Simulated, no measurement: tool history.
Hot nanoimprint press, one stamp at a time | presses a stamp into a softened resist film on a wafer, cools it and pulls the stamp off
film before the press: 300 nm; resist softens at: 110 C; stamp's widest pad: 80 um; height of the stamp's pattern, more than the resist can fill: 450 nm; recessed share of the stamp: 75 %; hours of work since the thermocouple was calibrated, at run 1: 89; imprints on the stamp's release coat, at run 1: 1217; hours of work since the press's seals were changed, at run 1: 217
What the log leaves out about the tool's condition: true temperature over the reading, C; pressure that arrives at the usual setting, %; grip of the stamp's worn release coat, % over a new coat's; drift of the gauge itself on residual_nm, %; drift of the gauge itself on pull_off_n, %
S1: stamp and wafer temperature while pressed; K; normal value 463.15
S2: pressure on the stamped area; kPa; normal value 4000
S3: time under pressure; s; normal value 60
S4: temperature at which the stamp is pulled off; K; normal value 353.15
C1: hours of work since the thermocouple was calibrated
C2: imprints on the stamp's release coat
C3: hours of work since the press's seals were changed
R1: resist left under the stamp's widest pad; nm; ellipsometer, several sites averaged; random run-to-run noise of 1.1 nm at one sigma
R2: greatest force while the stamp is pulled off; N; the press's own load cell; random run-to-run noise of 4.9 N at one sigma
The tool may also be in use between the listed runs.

run 1 hour=0 | S1=463.15 S2=4000 S3=60 S4=353.15 | C1=89 C2=1217 C3=217 | R1=176.9 R2=273
run 2 hour=30 | S1=463.15 S2=4000 S3=60 S4=353.15 | C1=103 C2=1295 C3=231 | R1=176.8 R2=280
run 3 hour=56.2 | S1=463.15 S2=4000 S3=60 S4=353.15 | C1=115 C2=1363 C3=243 | R1=176.3 R2=280
run 4 hour=75.5 | S1=463.15 S2=4000 S3=75 S4=353.15 | C1=124 C2=1413 C3=252 | R1=167.3 R2=282
-- hour=103.3 stamp cleaned and given a new release coat
run 5 hour=110.5 | S1=463.15 S2=4000 S3=75 S4=353.15 | C1=137 C2=19 C3=266 | R1=165.3 R2=243
run 6 hour=135.7 | S1=463.15 S2=4000 S3=75 S4=353.15 | C1=149 C2=85 C3=277 | R1=166.3 R2=243
run 7 hour=152.2 | S1=463.15 S2=4000 S3=60 S4=348.15 | C1=157 C2=127 C3=285 | R1=178 R2=283
run 8 hour=167.2 | S1=463.15 S2=4000 S3=60 S4=342.15 | C1=164 C2=166 C3=292 | R1=180.4 R2=321
run 9 hour=203.4 | S1=463.15 S2=4000 S3=60 S4=342.15 | C1=180 C2=261 C3=309 | R1=180.8 R2=323
run 10 hour=232.5 | S1=463.15 S2=4000 S3=60 S4=342.15 | C1=194 C2=336 C3=322 | R1=179.2 R2=336
run 11 hour=264.5 | S1=459.15 S2=4000 S3=60 S4=353.15 | C1=209 C2=419 C3=337 | R1=203.1 R2=262
run 12 hour=287 | S1=459.15 S2=4000 S3=60 S4=353.15 | C1=219 C2=478 C3=348 | R1=203.5 R2=253
run 13 hour=320.8 | S1=463.15 S2=4000 S3=65 S4=353.15 | C1=235 C2=566 C3=363 | R1=177.6 R2=259
run 14 hour=338.4 | S1=457.15 S2=4000 S3=65 S4=353.15 | C1=243 C2=611 C3=372 | R1=211.9 R2=266
run 15 hour=373.2 | S1=457.15 S2=4000 S3=48 S4=353.15 | C1=259 C2=702 C3=388 | R1=230.2 R2=264
-- hour=378.4 plate thermocouple calibrated
run 16 hour=405.2 | S1=473.15 S2=4000 S3=32 S4=344.15 | C1=12 C2=777 C3=401 | R1=165.8 R2=337
run 17 hour=429.5 | S1=463.15 S2=4200 S3=60 S4=344.15 | C1=24 C2=840 C3=412 | R1=181.3 R2=335
run 18 hour=459.7 | S1=463.15 S2=4070 S3=60 S4=353.15 | C1=38 C2=919 C3=426 | R1=181.4 R2=284
run 19 hour=475.2 | S1=473.15 S2=5090 S3=44 S4=345.15 | C1=45 C2=959 C3=434 | R1=134.7 R2=340
-- hour=509.5 plate thermocouple calibrated, once more
run 20 hour=509.9 | S1=473.15 S2=5090 S3=44 S4=345.15 | C1=0 C2=1041 C3=448 | R1=130.6 R2=333
run 21 hour=526.1 | S1=455.15 S2=5090 S3=44 S4=345.15 | C1=8 C2=1084 C3=456 | R1=226.6 R2=325
run 22 hour=542.1 | S1=455.15 S2=6130 S3=44 S4=353.15 | C1=15 C2=1125 C3=463 | R1=221.7 R2=283
run 23 hour=569.2 | S1=457.15 S2=4000 S3=36 S4=355.15 | C1=28 C2=1195 C3=476 | R1=238.2 R2=263
run 24 hour=587.3 | S1=457.15 S2=4000 S3=36 S4=355.15 | C1=36 C2=1243 C3=484 | R1=239 R2=262
run 25 hour=621.7 | S1=457.15 S2=4000 S3=36 S4=355.15 | C1=52 C2=1332 C3=500 | R1=241.2 R2=270
run 26 hour=657.5 | S1=457.15 S2=4000 S3=36 S4=355.15 | C1=69 C2=1425 C3=517 | R1=240.7 R2=277
-- hour=681.4 stamp cleaned and given a new release coat
run 27 hour=698 | S1=457.15 S2=4000 S3=36 S4=355.15 | C1=85 C2=43 C3=533 | R1=239.3 R2=223
run 28 hour=734.2 | S1=457.15 S2=5070 S3=36 S4=355.15 | C1=101 C2=138 C3=550 | R1=231.3 R2=231
run 29 hour=759.4 | S1=460.15 S2=2630 S3=42 S4=353.15 | C1=113 C2=203 C3=561 | R1=237.9 R2=257

Consider 4 possible next runs. They are alternatives, not a sequence: every one starts from the tool as it was left by run 29. What does each give?
run A hour=787.3 | S1=470.15 S2=2630 S3=42 S4=353.15 | C1=126 C2=276 C3=574 | R1=? R2=?
run B hour=787.3 | S1=460.15 S2=2630 S3=34 S4=353.15 | C1=126 C2=276 C3=574 | R1=? R2=?
run C hour=787.3 | S1=463.15 S2=4000 S3=30 S4=353.15 | C1=126 C2=276 C3=574 | R1=? R2=?
run D hour=787.3 | S1=463.15 S2=2750 S3=109 S4=361.15 | C1=126 C2=276 C3=574 | R1=? R2=?

run=A R1=187.2 R2=256
run=B R1=245.9 R2=252
run=C R1=218.3 R2=255
run=D R1=167.2 R2=197
Had the tool no hidden state, the same runs would have come out as:
run=A R1=182.3 R2=242
run=B R1=242.1 R2=238
run=C R1=212.9 R2=241
run=D R1=161.9 R2=186
